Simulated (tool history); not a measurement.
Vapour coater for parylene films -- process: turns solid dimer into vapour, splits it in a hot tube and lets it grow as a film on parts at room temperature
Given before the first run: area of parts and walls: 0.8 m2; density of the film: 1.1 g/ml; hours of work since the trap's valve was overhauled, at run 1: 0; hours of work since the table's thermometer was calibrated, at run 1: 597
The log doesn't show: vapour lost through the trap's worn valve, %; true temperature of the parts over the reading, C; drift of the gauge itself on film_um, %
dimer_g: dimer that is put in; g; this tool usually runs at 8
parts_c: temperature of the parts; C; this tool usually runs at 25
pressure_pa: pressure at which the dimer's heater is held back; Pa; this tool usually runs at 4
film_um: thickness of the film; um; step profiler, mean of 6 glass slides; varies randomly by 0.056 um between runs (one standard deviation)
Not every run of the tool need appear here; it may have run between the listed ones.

run,hour,dimer_g,parts_c,pressure_pa,hours of work since the trap's valve was overhauled,hours of work since the table's thermometer was calibrated,film_um
1,0,8,25,4,0,597,6.45
2,34.1,8,25,4,30,627,6.53
3,61.6,8,25,10.18,54,651,5.63
4,88.6,8,25,4,78,675,6.61
5,134.2,8,25,4,118,715,6.53
6,189,8,25,4,167,763,6.49
7,240.8,8,28,4,212,809,5.9
8,278.2,8,28,4,245,842,5.95
9,329.2,8,28,4,290,887,5.88
10,364.3,8,28,4,321,918,5.92
11,392.7,8,25,4,346,943,6.44
12,439.9,8,25,4,388,984,6.49
13,480.5,8,19,4,424,1020,7.82
14,521.1,4,25,4,459,1056,3.26
# hour 551.6: trap's valve overhauled
15,561.3,4,25,4,9,1088,3.24
16,600.7,4,25,4,43,1123,3.27
17,650.1,3,19,2.98,87,1166,3.02
18,673.7,8,18,3.24,108,1187,8.3
19,696,3,18,9.37,127,1207,2.61
20,721.4,5,25,2.99,150,1229,4.25
21,776.2,5,19,2.26,198,1277,5.21
22,829.8,4,29,2.26,245,1325,3.14
23,855.4,14,25,4,268,1347,11.28
24,902.5,8,18,8.08,309,1389,7.04
25,954.9,5,30,8.08,356,1435,3.14
26,1000.7,5,30,8.08,396,1475,3.08
27,1029.4,5,36,9.89,421,1500,2.51
28,1076.6,8,17,6.03,463,1542,7.71
# hour 1102: trap's valve overhauled
29,1119.1,8,17,6.03,15,1576,7.6

Forecast each of these 5 alternatives for the next run:
A,1163.3,11,23,4,54,1615,?
B,1163.3,11,25,2.54,54,1615,?
C,1163.3,8,25,2.55,54,1615,?
D,1163.3,12,19,6.03,54,1615,?
E,1163.3,8,17,11.9,54,1615,?

run,film_um
A,9.54
B,9.56
C,6.98
D,10.84
E,7.01
Had the tool no hidden state, the same runs would have come out as:
run,film_um
A,9.53
B,9.55
C,6.98
D,10.82
E,7
